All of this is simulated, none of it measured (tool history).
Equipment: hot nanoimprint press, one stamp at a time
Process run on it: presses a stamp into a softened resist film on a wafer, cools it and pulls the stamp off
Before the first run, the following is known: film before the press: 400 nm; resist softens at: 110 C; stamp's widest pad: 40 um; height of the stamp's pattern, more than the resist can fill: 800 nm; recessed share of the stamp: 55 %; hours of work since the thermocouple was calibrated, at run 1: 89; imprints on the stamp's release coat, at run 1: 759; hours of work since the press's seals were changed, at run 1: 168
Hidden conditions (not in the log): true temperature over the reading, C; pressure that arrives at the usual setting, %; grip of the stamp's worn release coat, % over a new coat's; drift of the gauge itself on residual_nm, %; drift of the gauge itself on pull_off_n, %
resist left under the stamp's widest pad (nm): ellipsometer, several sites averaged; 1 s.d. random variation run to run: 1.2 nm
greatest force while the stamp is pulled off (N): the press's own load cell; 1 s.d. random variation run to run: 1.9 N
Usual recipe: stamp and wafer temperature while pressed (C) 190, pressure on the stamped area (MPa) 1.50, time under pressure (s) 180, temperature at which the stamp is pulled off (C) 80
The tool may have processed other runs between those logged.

run,hour,stamp and wafer temperature while pressed (C),pressure on the stamped area (MPa),time under pressure (s),temperature at which the stamp is pulled off (C),hours of work since the thermocouple was calibrated,imprints on the stamp's release coat,hours of work since the press's seals were changed,resist left under the stamp's widest pad (nm),greatest force while the stamp is pulled off (N)
1,0.0,190,1.50,180,80,89,759,168,214.2,207
2,9.3,190,1.50,180,80,93,779,172,214.5,211
3,21.2,190,1.50,180,80,98,805,178,215.0,204
4,32.5,190,1.50,180,80,104,829,183,214.7,204
5,45.0,190,1.50,180,80,109,856,188,214.2,206
6,54.5,182,1.50,180,80,113,877,193,289.0,199
7,68.5,195,1.50,180,80,120,908,199,178.4,204
8,79.1,195,1.50,180,80,125,931,204,178.5,207
9,86.9,195,1.09,180,80,128,948,207,210.5,202
10,97.4,195,1.09,180,80,133,971,212,213.1,205
11,109.8,190,1.50,180,80,138,998,218,214.9,207
12,119.3,190,1.50,180,80,143,1018,222,214.9,210
13,128.3,190,1.50,180,80,147,1038,226,216.6,206
14,134.7,190,1.22,180,80,150,1052,229,241.3,204
15,147.2,200,1.50,180,80,155,1079,235,147.4,204
# hour 165.4: stamp cleaned and given a new release coat
16,165.4,200,1.50,180,80,161,0,240,148.5,205
17,172.1,200,1.50,180,80,164,14,243,146.9,204
18,178.6,196,2.00,180,80,167,28,246,147.1,206
19,189.5,196,1.14,219,80,172,52,251,188.7,204
20,197.1,190,1.50,180,80,175,69,255,221.7,205
21,209.4,193,1.50,180,87,181,95,260,197.4,181
22,218.6,195,2.14,180,80,185,115,264,148.7,203
23,229.6,190,1.16,266,82,190,139,269,222.1,197
# hour 238.7: gauge calibrated
24,243.6,190,1.16,266,82,196,170,276,214.3,200
25,251.9,190,1.25,357,82,200,188,279,190.5,200
26,261.4,193,1.61,100,66,204,209,284,220.6,243
27,269.6,190,1.50,156,80,208,227,287,226.9,207
28,279.3,190,1.72,156,84,213,248,292,209.7,193
29,286.5,190,1.50,352,80,216,263,295,173.0,208

Here are 3 independent what-if runs from the current tool condition. What would each one return?
A,294.4,190,1.50,190,80,219,280,299,?,?
B,294.4,196,1.25,180,66,219,280,299,?,?
C,294.4,198,2.09,352,80,219,280,299,?,?

run,resist left under the stamp's widest pad (nm),greatest force while the stamp is pulled off (N)
A,211.5,203
B,187.4,247
C,102.3,205
The same runs, with their run-to-run variation unchanged, on a tool lacking any hidden condition would have given:
run,resist left under the stamp's widest pad (nm),greatest force while the stamp is pulled off (N)
A,210.4,203
B,186.4,247
C,101.8,204
